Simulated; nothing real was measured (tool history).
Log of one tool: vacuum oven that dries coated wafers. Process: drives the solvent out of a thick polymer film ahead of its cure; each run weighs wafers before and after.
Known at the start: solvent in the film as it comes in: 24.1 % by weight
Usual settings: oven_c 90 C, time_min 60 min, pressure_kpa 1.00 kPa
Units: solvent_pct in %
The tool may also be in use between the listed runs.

run    hour  oven_c  time_min  pressure_kpa  solvent_pct
  1     0.0      90        60          1.00         1.68
  2    27.1      90        60          1.00         1.69
  3    58.6      90        60          3.48         2.86
  4    76.0      90        60          3.48         2.83
  5    94.8      90        60          3.48         2.85
  6   112.9      90        58          1.00         1.81
  7   138.3      90        60          1.00         1.73
  8   166.6      90        60          1.00         1.71
  9   191.0      90        60          1.00         1.68
 10   223.4      90        60          1.00         1.69
 11   241.0      90        60          1.00         1.68
 12   273.4      84        60          1.00         3.86
 13   288.1      84        60          1.00         3.87
 14   320.7      84        60          1.00         3.89
 15   354.4      84        60          1.00         3.94
 16   381.5      90        60          1.00         1.67
 17   414.9      90        60          1.00         1.63
 18   437.6      90        60          1.00         1.70
 19   454.7      90        60          1.00         1.67
 20   475.6      88        60          1.00         2.22
 21   495.8      88        60          1.00         2.25
 22   521.3      88        60          1.00         2.28
 23   554.6      88        60          0.87         2.18
 24   573.5      90        60          1.00         1.62
 25   591.4      96        94          1.61         0.75
 26   612.2      90        81          3.96         2.41
 27   645.3      90        45          1.00         2.85
 28   673.1      90        45          1.00         2.88
 29   694.4      90        45          1.00         2.87
 30   710.0      78        57          1.27         7.56
 31   725.3      78        57          1.27         7.61
 32   743.9      78        57          1.27         7.60
 33   774.6      87        75          1.86         2.23
 34   800.7      90        65          2.12         1.99
 35   818.2      90        92          1.78         1.12
 36   835.7      90        92          1.78         1.13
 37   851.8      90        92          1.78         1.19
 38   871.5      89        60          0.60         1.76
 39   905.8      96       105          1.00         0.43
      930.0  -- vacuum gauge cleaned of residue and calibrated
 40   940.5      95        55          1.00         0.89
 41   955.1      95        55          1.00         0.87
 42   980.3      95        55          1.00         0.89
 43   997.0      95        55          1.00         0.93
 44  1017.5      82        55          3.11         6.67
 45  1031.3      78        56          1.91         8.01
 46  1063.4     102        86          3.81         1.24
 47  1085.9     102        86          3.81         1.26

3 ways to go on from here, each from the tool as it stands after run 47. What would each give?
  A  1103.9      97        36          3.81            ?
  B  1103.9      95        78          1.05            ?
  C  1103.9      87        45          1.00            ?

run  solvent_pct
  A         2.61
  B         0.55
  C         4.18
Without the tool's hidden state the same runs would have given:
run  solvent_pct
  A         2.60
  B         0.55
  C         4.16
